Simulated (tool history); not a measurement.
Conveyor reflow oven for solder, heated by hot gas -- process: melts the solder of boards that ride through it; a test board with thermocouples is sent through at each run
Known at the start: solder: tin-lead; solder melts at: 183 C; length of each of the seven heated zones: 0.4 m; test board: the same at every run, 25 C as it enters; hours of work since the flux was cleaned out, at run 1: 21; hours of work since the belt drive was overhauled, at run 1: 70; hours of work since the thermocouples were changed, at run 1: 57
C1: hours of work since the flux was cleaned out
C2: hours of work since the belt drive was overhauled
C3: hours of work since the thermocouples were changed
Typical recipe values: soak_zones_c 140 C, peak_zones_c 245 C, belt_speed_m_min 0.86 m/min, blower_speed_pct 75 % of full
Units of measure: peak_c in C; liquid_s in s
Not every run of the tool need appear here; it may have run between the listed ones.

{"run": 1, "hour": 0.0, "soak_zones_c": 140, "peak_zones_c": 245, "belt_speed_m_min": 0.86, "blower_speed_pct": 75, "C1": 21, "C2": 70, "C3": 57, "peak_c": 227.2, "liquid_s": 47.27}
{"run": 2, "hour": 4.8, "soak_zones_c": 140, "peak_zones_c": 249, "belt_speed_m_min": 0.86, "blower_speed_pct": 75, "C1": 24, "C2": 73, "C3": 59, "peak_c": 230.9, "liquid_s": 48.64}
{"run": 3, "hour": 13.1, "soak_zones_c": 140, "peak_zones_c": 249, "belt_speed_m_min": 0.86, "blower_speed_pct": 75, "C1": 28, "C2": 77, "C3": 63, "peak_c": 230.5, "liquid_s": 48.72}
{"run": 4, "hour": 22.2, "soak_zones_c": 140, "peak_zones_c": 249, "belt_speed_m_min": 0.86, "blower_speed_pct": 75, "C1": 33, "C2": 81, "C3": 68, "peak_c": 230.6, "liquid_s": 48.76}
{"run": 5, "hour": 27.3, "soak_zones_c": 140, "peak_zones_c": 249, "belt_speed_m_min": 0.86, "blower_speed_pct": 75, "C1": 35, "C2": 84, "C3": 70, "peak_c": 230.9, "liquid_s": 48.67}
{"run": 6, "hour": 31.7, "soak_zones_c": 140, "peak_zones_c": 249, "belt_speed_m_min": 0.86, "blower_speed_pct": 75, "C1": 37, "C2": 86, "C3": 73, "peak_c": 230.7, "liquid_s": 48.73}
{"run": 7, "hour": 41.4, "soak_zones_c": 140, "peak_zones_c": 249, "belt_speed_m_min": 0.86, "blower_speed_pct": 75, "C1": 42, "C2": 91, "C3": 78, "peak_c": 230.7, "liquid_s": 48.75}
{"run": 8, "hour": 49.0, "soak_zones_c": 140, "peak_zones_c": 259, "belt_speed_m_min": 0.86, "blower_speed_pct": 73, "C1": 46, "C2": 95, "C3": 81, "peak_c": 238.6, "liquid_s": 51.83}
{"run": 9, "hour": 54.7, "soak_zones_c": 142, "peak_zones_c": 249, "belt_speed_m_min": 0.86, "blower_speed_pct": 75, "C1": 49, "C2": 98, "C3": 84, "peak_c": 231, "liquid_s": 49.29}
{"run": 10, "hour": 64.2, "soak_zones_c": 142, "peak_zones_c": 249, "belt_speed_m_min": 0.86, "blower_speed_pct": 75, "C1": 54, "C2": 103, "C3": 89, "peak_c": 230.7, "liquid_s": 49.28}
{"run": 11, "hour": 70.2, "soak_zones_c": 142, "peak_zones_c": 258, "belt_speed_m_min": 0.979, "blower_speed_pct": 75, "C1": 57, "C2": 106, "C3": 92, "peak_c": 233.4, "liquid_s": 44.16}
{"run": 12, "hour": 80.1, "soak_zones_c": 142, "peak_zones_c": 258, "belt_speed_m_min": 0.979, "blower_speed_pct": 75, "C1": 62, "C2": 111, "C3": 97, "peak_c": 233.1, "liquid_s": 44.2}
{"run": 13, "hour": 87.3, "soak_zones_c": 140, "peak_zones_c": 242, "belt_speed_m_min": 0.803, "blower_speed_pct": 62, "C1": 66, "C2": 114, "C3": 101, "peak_c": 222.7, "liquid_s": 48.33}
{"run": 14, "hour": 92.2, "soak_zones_c": 140, "peak_zones_c": 260, "belt_speed_m_min": 0.899, "blower_speed_pct": 62, "C1": 68, "C2": 117, "C3": 103, "peak_c": 233.5, "liquid_s": 47.87}

Below are 5 alternative next runs, each starting from the tool's condition after run 14. Predict each:
{"run": "A", "hour": 96.5, "soak_zones_c": 140, "peak_zones_c": 260, "belt_speed_m_min": 0.814, "blower_speed_pct": 62, "C1": 70, "C2": 119, "C3": 105, "peak_c": "?", "liquid_s": "?"}
{"run": "B", "hour": 96.5, "soak_zones_c": 127, "peak_zones_c": 260, "belt_speed_m_min": 0.763, "blower_speed_pct": 62, "C1": 70, "C2": 119, "C3": 105, "peak_c": "?", "liquid_s": "?"}
{"run": "C", "hour": 96.5, "soak_zones_c": 140, "peak_zones_c": 245, "belt_speed_m_min": 0.984, "blower_speed_pct": 65, "C1": 70, "C2": 119, "C3": 105, "peak_c": "?", "liquid_s": "?"}
{"run": "D", "hour": 96.5, "soak_zones_c": 140, "peak_zones_c": 251, "belt_speed_m_min": 0.945, "blower_speed_pct": 61, "C1": 70, "C2": 119, "C3": 105, "peak_c": "?", "liquid_s": "?"}
{"run": "E", "hour": 96.5, "soak_zones_c": 140, "peak_zones_c": 245, "belt_speed_m_min": 0.86, "blower_speed_pct": 51, "C1": 70, "C2": 119, "C3": 105, "peak_c": "?", "liquid_s": "?"}

run=A peak_c=237.8 liquid_s=54.59
run=B peak_c=238.1 liquid_s=55.16
run=C peak_c=218.2 liquid_s=36.65
run=D peak_c=223.4 liquid_s=40.91
run=E peak_c=218 liquid_s=42.01
With the hidden condition removed and each run's random variation left untouched, the same runs would have given:
run=A peak_c=238.1 liquid_s=54.5
run=B peak_c=238.4 liquid_s=55.1
run=C peak_c=218.6 liquid_s=36.81
run=D peak_c=223.8 liquid_s=41
run=E peak_c=218.2 liquid_s=42.06
